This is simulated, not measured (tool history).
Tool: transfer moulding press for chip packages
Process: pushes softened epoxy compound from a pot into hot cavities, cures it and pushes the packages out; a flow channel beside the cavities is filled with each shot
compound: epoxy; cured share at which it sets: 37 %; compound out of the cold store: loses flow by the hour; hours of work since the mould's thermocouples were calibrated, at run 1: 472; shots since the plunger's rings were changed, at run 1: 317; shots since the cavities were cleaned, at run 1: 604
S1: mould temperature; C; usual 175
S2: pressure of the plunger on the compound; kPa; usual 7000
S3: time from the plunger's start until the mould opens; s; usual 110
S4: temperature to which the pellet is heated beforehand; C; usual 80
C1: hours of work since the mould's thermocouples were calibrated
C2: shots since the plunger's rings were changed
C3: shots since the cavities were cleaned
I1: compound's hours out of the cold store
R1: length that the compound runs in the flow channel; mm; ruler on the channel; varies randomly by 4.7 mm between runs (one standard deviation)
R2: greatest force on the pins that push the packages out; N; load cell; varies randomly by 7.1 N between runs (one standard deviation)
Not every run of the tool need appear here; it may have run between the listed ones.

run   hour   S1    S2   S3  S4   C1    C2    C3    I1   R1    R2
  1    0.0  175  7000  110  80  472   317   604  40.8  733   567
  2   19.4  175  7000  110  80  484   532   819  43.2  725   594
  3   30.4  175  7000  110  80  491   654   941  23.4  795   634
      50.5  -- cavities cleaned with cleaning compound and waxed
  4   54.0  175  7000  110  80  506   900    39  21.4  805   338
  5   76.7  175  7000  110  80  520  1151   290  34.8  742   468
  6   90.4  175  7000  110  80  529  1304   443  11.2  842   540
  7  112.6  175  7000  110  80  543  1550   689  30.6  758   581
  8  136.1  175  7000  110  80  558  1810   949  32.0  748   619
  9  147.9  175  7000  110  80  566  1941  1080  12.3  829   667
     156.0  -- cavities cleaned with cleaning compound and waxed
 10  161.3  175  7000  110  80  574  2073    58  47.0  694   334
 11  182.4  175  7000  110  80  587  2307   292  33.6  736   468
 12  206.9  175  7000  110  80  603  2579   564  27.3  759   549
 13  221.6  175  5810  110  80  612  2742   727  34.5  656   583
 14  238.4  175  5810  110  80  623  2929   914  42.4  640   602
     261.4  -- cavities cleaned with cleaning compound and waxed
 15  261.4  181  7000  110  75  637  3167     0  46.5  665   243
 16  280.3  175  7000  120  80  649  3376   209  42.8  694   362
 17  298.7  175  7000  120  80  661  3580   413  26.5  741   474
 18  309.4  175  7000  120  80  668  3700   533  17.0  789   503
 19  334.6  171  7100  110  70  684  3979   812  13.4  823   892
 20  347.1  175  5990  110  78  692  4118   951  22.6  703   626
 21  361.0  168  5320  107  77  701  4271  1104  20.3  701  1250
     366.5  -- cavities cleaned with cleaning compound and waxed
 22  383.8  168  5320  107  77  714  4508   193   8.1  738   878
 23  409.2  181  8050  148  81  731  4790   475  15.2  816   414
 24  429.3  181  8050  148  81  744  5012   697  46.8  688   471
 25  444.8  181  8050  148  81  753  5184   869  45.0  695   480
 26  467.1  181  5530   96  71  768  5432  1117  15.1  662   624
     471.9  -- cavities cleaned with cleaning compound and waxed
     485.0  -- plunger's sealing rings changed
 27  487.3  179  7140   96  71  778    26   142  37.2  744   413

Each row is a separate what-if for the run after 27, all from the same tool condition, not one after another. Results?
  A  509.0  179  7220  123  73  792  267  383  35.8   ?   ?
  B  509.0  179  7140   96  89  792  267  383  34.6   ?   ?
  C  509.0  180  7110   96  86  792  267  383  12.2   ?   ?
  D  509.0  175  7380   95  77  792  267  383  16.0   ?   ?
  E  509.0  172  5990   96  81  792  267  383  30.4   ?   ?

run   R1   R2
  A  749  423
  B  747  517
  C  830  527
  D  856  774
  E  726  848
Take away the tool's hidden state, keep each run's random variation, and the runs would have read:
run   R1   R2
  A  747  253
  B  744  294
  C  827  297
  D  852  411
  E  723  451
